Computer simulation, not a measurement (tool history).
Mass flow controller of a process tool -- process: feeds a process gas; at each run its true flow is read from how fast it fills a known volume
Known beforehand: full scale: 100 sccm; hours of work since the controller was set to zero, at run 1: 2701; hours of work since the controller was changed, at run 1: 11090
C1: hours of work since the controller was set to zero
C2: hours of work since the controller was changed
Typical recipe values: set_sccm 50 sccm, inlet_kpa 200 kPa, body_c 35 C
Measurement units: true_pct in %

run 1 hour=0 | set_sccm=50 inlet_kpa=200 body_c=35 | C1=2701 C2=11090 | true_pct=99.98
run 2 hour=353.8 | set_sccm=31 inlet_kpa=200 body_c=35 | C1=2983 C2=11372 | true_pct=99.67
run 3 hour=590.8 | set_sccm=31 inlet_kpa=200 body_c=23 | C1=3172 C2=11561 | true_pct=99.07
run 4 hour=796.9 | set_sccm=31 inlet_kpa=200 body_c=23 | C1=3336 C2=11725 | true_pct=99.06
run 5 hour=1004.8 | set_sccm=31 inlet_kpa=160 body_c=23 | C1=3502 C2=11891 | true_pct=99.31
run 6 hour=1347.2 | set_sccm=55 inlet_kpa=200 body_c=35 | C1=3775 C2=12164 | true_pct=100.05

Run 7, settings as shown, results not yet in. Your forecast:
run 7 hour=1520.5 | set_sccm=55 inlet_kpa=200 body_c=35 | C1=3913 C2=12303 | true_pct=?

true_pct: 99.9 %
If the tool had no hidden condition, the same run with the same run-to-run variation would have returned true_pct 99.9 %.
